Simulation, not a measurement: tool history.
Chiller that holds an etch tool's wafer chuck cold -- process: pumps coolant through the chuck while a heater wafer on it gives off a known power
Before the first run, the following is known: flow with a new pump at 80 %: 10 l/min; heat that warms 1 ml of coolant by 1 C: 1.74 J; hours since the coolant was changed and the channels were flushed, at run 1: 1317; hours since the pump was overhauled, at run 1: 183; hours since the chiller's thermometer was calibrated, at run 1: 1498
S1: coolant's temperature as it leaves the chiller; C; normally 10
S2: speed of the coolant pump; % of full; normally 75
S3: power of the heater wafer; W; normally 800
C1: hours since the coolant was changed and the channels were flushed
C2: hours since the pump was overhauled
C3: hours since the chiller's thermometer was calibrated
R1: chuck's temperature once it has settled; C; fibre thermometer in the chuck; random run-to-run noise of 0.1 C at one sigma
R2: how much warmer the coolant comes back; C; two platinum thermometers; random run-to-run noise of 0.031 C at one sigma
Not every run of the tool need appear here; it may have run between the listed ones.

run	day	S1	S2	S3	C1	C2	C3	R1	R2
1	0	10	75	800	1317	183	1498	16.8	3.01
2	1.104	10	75	800	1344	210	1524	17.1	2.97
3	2.225	10	75	800	1371	237	1551	17	3.02
4	3.358	10	75	800	1398	264	1578	17	2.9
5	4.95	10	75	800	1436	302	1617	16.9	2.95
6	6.754	10	75	800	1480	345	1660	16.9	2.94
7	8.012	10	75	800	1510	376	1690	16.8	3.02
8	9.671	10	80	800	1550	416	1730	16.5	2.82
9	10.604	10	75	800	1572	438	1752	16.8	3.01
10	12.062	10	75	800	1607	473	1787	17.1	2.97
11	13.054	10	75	800	1631	497	1811	16.9	2.97
12	14.788	10	75	800	1672	538	1853	16.9	2.97
13	16.65	10	90	800	1717	583	1897	15.9	2.55
14	17.962	10	90	800	1749	614	1929	15.8	2.51
15	18.754	6	75	800	1768	633	1948	12.9	2.99
16	19.908	10	75	825	1795	661	1976	17.1	3.05
17	21.3	11	65	1018	1829	695	2009	21.1	4.34
18	22.108	9	98	1067	1848	714	2028	16.4	3.06
19	23.979	7	67	1197	1893	759	2073	18.7	5.06
20	24.771	7	67	1197	1912	778	2092	18.8	5.06
21	26.646	7	67	1197	1957	823	2137	18.6	5.03
22	28.158	11	90	533	1993	859	2174	14.8	1.73
23	29.625	11	94	431	2028	894	2209	14	1.3
24	31.388	7	75	800	2071	937	2251	14	3
25	32.946	7	75	800	2108	974	2288	13.9	3.02
26	34.304	10	66	788	2141	1007	2321	17.5	3.35
27	35.238	10	66	788	2163	1029	2343	17.8	3.3
28	36.575	11	89	654	2195	1061	2376	15.6	2.14
29	37.542	11	89	654	2219	1084	2399	15.7	2.09
30	39.212	11	89	654	2259	1124	2439	15.7	2.12
31	40.242	2	92	785	2283	1149	2464	7.5	2.42

Measured less the same run without the tool's hidden state. The same run-to-run variation is in both; the gauge's scatter may not be:
Hidden state present: heat passed by the chuck's channels, % of clean ones'; flow at a given pump speed, % of a new pump's; coolant's true temperature over the reading, C; drift of the gauge itself on chuck_c, C; drift of the gauge itself on warmer_back_c, C.
run	R2
1	+0.03
2	+0.04
3	+0.04
4	+0.04
5	+0.05
6	+0.04
7	+0.04
8	+0.04
9	+0.05
10	+0.05
11	+0.05
12	+0.05
13	+0.05
14	+0.04
15	+0.06
16	+0.06
17	+0.09
18	+0.06
19	+0.11
20	+0.11
21	+0.12
22	+0.04
23	+0.03
24	+0.07
25	+0.08
26	+0.09
27	+0.09
28	+0.06
29	+0.05
30	+0.06
31	+0.07
R1 without the hidden state stays within 0.3 C of what was measured, in all runs.

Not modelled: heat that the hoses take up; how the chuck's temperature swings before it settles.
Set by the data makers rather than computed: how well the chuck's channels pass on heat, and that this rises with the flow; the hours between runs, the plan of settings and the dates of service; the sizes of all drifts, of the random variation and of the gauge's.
